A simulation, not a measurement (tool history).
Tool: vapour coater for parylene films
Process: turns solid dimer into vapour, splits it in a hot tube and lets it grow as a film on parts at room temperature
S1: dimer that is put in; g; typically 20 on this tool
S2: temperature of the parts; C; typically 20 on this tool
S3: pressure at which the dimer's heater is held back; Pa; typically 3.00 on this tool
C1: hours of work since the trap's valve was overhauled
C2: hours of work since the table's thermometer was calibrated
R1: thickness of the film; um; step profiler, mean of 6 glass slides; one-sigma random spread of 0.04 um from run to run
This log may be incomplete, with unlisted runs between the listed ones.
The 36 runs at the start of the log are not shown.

run	hour	S1	S2	S3	C1	C2	R1
37	1652.0	14	19	2.16	178	828	3.43
38	1683.1	14	19	2.16	192	842	3.43
39	1735.8	14	19	2.16	215	865	3.45
40	1791.2	14	19	2.16	239	889	3.45
41	1839.2	23	19	9.89	260	910	4.21
42	1885.7	12	31	4.30	281	931	1.44
43	1938.1	18	13	4.30	304	954	5.23
44	1999.6	10	16	4.43	331	981	2.48
45	2055.3	18	32	4.43	355	1005	2.01
46	2105.5	8	30	4.08	377	1027	1.03

Here are 4 independent what-if runs from the current tool condition. What would each one return?
A	2156.1	10	13	7.80	400	1049	?
B	2156.1	24	19	5.03	400	1049	?
C	2156.1	20	21	6.35	400	1049	?
D	2156.1	10	30	4.08	400	1049	?

run	R1
A	2.61
B	4.96
C	3.63
D	1.26
With the hidden condition removed and each run's random variation left untouched, the same runs would have given:
run	R1
A	2.62
B	4.98
C	3.64
D	1.26
